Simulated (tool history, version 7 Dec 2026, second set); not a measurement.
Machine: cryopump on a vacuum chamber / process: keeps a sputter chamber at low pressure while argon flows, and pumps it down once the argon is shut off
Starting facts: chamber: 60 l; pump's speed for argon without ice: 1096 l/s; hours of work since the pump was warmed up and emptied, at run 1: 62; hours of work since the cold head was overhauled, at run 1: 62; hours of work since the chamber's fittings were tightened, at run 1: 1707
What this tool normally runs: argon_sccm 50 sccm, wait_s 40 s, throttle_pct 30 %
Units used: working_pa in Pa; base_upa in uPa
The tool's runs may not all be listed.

run,hour,argon_sccm,wait_s,throttle_pct,hours of work since the pump was warmed up and emptied,hours of work since the cold head was overhauled,hours of work since the chamber's fittings were tightened,working_pa,base_upa
1,0,50,40,30,62,62,1707,0.2602,5.49
2,22.6,50,40,30,73,73,1718,0.2606,5.52
3,38.9,50,40,30,81,81,1726,0.2601,5.58
4,61.3,50,40,30,92,92,1737,0.2571,5.58
5,84.8,50,40,27,103,103,1749,0.2887,5.55
6,107.4,50,40,30,114,114,1760,0.2624,5.68
7,122.9,50,40,30,122,122,1768,0.2644,5.59
8,137.6,50,40,30,129,129,1775,0.264,5.67
9,159.3,50,40,30,140,140,1785,0.2626,5.62
10,182,50,52,30,151,151,1797,0.2621,4.95
11,207.5,86,23,48,163,163,1809,0.2887,8.15
12,232.7,30,40,33,176,176,1821,0.145,5.78
13,251.9,30,40,33,185,185,1831,0.145,5.79
14,267.8,30,40,33,193,193,1839,0.1446,5.89
15,290.9,40,31,25,204,204,1850,0.2546,6.75

The same runs without the tool's hidden state, with the same run-to-run variation:
The hidden state here: pump's speed, % of a pump's without ice; cold plate's temperature, K; leak into the chamber, uPa l/s; drift of the gauge itself on working_pa, %; drift of the gauge itself on base_upa, %.
run,working_pa,base_upa
1,0.2571,3.3
2,0.2571,3.3
3,0.2564,3.31
4,0.253,3.28
5,0.2841,3.27
6,0.2574,3.31
7,0.2591,3.24
8,0.2584,3.29
9,0.2567,3.25
10,0.2558,2.56
11,0.2768,5.63
12,0.1406,3.28
13,0.1403,3.29
14,0.1397,3.32
15,0.2477,4.18
